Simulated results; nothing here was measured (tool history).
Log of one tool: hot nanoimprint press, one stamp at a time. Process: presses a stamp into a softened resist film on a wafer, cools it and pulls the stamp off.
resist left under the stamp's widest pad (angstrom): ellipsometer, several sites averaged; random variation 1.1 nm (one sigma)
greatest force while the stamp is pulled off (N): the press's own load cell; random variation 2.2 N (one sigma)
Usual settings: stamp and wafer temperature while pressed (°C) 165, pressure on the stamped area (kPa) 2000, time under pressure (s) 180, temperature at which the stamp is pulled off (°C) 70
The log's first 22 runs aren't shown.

run,hour,stamp and wafer temperature while pressed (°C),pressure on the stamped area (kPa),time under pressure (s),temperature at which the stamp is pulled off (°C),hours of work since the thermocouple was calibrated,imprints on the stamp's release coat,hours of work since the press's seals were changed,resist left under the stamp's widest pad (angstrom),greatest force while the stamp is pulled off (N)
23,144.4,165,1580,180,71,97,232,340,2897,121
24,151.5,165,1240,268,71,103,266,346,2834,119
25,157.3,165,2130,344,59,107,294,351,1920,143
26,166.1,174,1540,269,70,114,336,358,1747,122
27,170.6,165,2000,160,70,118,358,361,2739,120
# hour 171.4: gauge calibrated
28,175.1,165,2000,130,70,122,379,365,2858,125
29,183.6,170,3050,224,77,128,420,372,1501,109
30,188.4,170,3050,224,77,132,443,375,1480,106

4 ways to go on from here, each from the tool as it stands after run 30. What would each give?
A,196.1,173,3050,315,77,138,480,381,?,?
B,196.1,170,3050,224,63,138,480,381,?,?
C,196.1,174,2000,154,70,138,480,381,?,?
D,196.1,165,2000,180,69,138,480,381,?,?

run,resist left under the stamp's widest pad (angstrom),greatest force while the stamp is pulled off (N)
A,1133,112
B,1497,131
C,1863,120
D,2531,125
Without the tool's hidden state the same runs would have given:
run,resist left under the stamp's widest pad (angstrom),greatest force while the stamp is pulled off (N)
A,1130,111
B,1492,131
C,1857,120
D,2523,125
